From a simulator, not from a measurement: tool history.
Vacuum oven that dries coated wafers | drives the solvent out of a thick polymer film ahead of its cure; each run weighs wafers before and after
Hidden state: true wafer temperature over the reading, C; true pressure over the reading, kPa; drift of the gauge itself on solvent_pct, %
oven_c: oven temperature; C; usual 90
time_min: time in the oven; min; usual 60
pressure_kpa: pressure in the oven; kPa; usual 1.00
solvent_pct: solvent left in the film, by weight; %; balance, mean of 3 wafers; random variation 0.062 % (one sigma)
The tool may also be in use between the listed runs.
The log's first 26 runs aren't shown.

run,hour,oven_c,time_min,pressure_kpa,hours of work since the thermocouples were calibrated,hours of work since the vacuum gauge was cleaned of residue,solvent_pct
# hour 1820.0: vacuum gauge cleaned of residue and calibrated, once more
27,1828.8,91,68,1.00,584,4,3.13
28,1902.6,91,68,1.00,617,36,3.11
29,1962.0,84,44,1.00,643,62,9.31
30,2049.1,84,44,1.00,681,100,9.30
31,2107.4,79,60,3.49,706,126,12.82
32,2173.9,86,64,0.67,735,155,5.55
33,2249.4,96,48,1.80,768,188,3.78
34,2295.0,96,48,1.80,788,208,3.81
35,2355.5,105,35,2.21,815,234,2.61
36,2420.3,105,35,2.21,843,263,2.67
37,2490.7,100,85,1.00,874,293,0.97
38,2582.1,90,64,1.98,914,333,5.30
39,2654.7,97,60,0.92,946,365,2.08
40,2726.3,99,101,2.03,977,396,1.82
41,2774.7,92,34,0.79,998,418,7.14
42,2818.3,94,84,2.49,1017,437,3.40
43,2909.3,94,84,2.49,1057,476,3.42
44,3002.3,80,53,3.88,1098,517,14.14
45,3076.6,96,36,1.00,1130,550,5.10
46,3126.1,83,77,0.82,1152,571,6.55
47,3213.8,90,38,1.00,1190,610,7.90

3 ways to go on from here, each from the tool as it stands after run 47. What would each give?
A,3252.9,90,60,0.51,1207,627,?
B,3252.9,103,76,1.85,1207,627,?
C,3252.9,103,57,2.40,1207,627,?

run,solvent_pct
A,4.50
B,1.48
C,2.31
Without the tool's hidden state the same runs would have given:
run,solvent_pct
A,3.19
B,1.17
C,1.84
